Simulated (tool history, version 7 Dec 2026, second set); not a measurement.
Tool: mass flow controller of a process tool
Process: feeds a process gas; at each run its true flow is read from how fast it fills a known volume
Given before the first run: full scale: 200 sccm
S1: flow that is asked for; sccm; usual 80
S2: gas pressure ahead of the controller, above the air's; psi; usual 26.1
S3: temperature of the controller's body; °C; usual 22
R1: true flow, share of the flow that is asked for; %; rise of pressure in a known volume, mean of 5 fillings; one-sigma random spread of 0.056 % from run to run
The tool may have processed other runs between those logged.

Run 1, day 0: usual settings. Result: R1 100.05 %.
Run 2, day 2.233: usual settings but S2 22.6 psi. Result: R1 100.22 %.
Run 3, day 4.788: usual settings but S3 20 °C. Result: R1 100.34 %.
Run 4, day 6.808: usual settings. Result: R1 100.24 %.
Run 5, day 9.217: usual settings. Result: R1 100.25 %.
Run 6, day 12.138: usual settings but S3 26 °C. Result: R1 100.03 %.
Run 7, day 13.958: usual settings but S3 26 °C. Result: R1 100.09 %.
Run 8, day 16.988: usual settings but S3 26 °C. Result: R1 100.2 %.
Run 9, day 19.221: usual settings but S2 40.6 psi, S3 26 °C. Result: R1 99.85 %.
Run 10, day 21.642: usual settings but S1 38 sccm, S2 27 psi, S3 21 °C. Result: R1 100.68 %.
Run 11, day 23.896: usual settings but S1 70 sccm, S2 21.3 psi, S3 21 °C. Result: R1 100.92 %.
Run 12, day 26.112: usual settings but S1 70 sccm, S2 21.3 psi, S3 21 °C. Result: R1 100.99 %.
Run 13, day 28.017: usual settings but S1 70 sccm, S2 21.3 psi, S3 21 °C. Result: R1 101.13 %.
Run 14, day 29.917: usual settings but S1 70 sccm, S2 27.3 psi, S3 21 °C. Result: R1 100.92 %.
Run 15, day 32.017: usual settings but S1 23 sccm, S3 26 °C. Result: R1 100.52 %.
Run 16, day 34.392: usual settings but S1 131 sccm. Result: R1 101.19 %.

Forecast run 17:
Run 17, day 35.704: usual settings but S1 35 sccm, S2 28.9 psi, S3 28 °C. Result: R1 ?.

Run 17 came out at R1 100.41 %.
Were there no unlogged condition in the tool, this run, its random variation unchanged, would have produced R1 99.37 %.
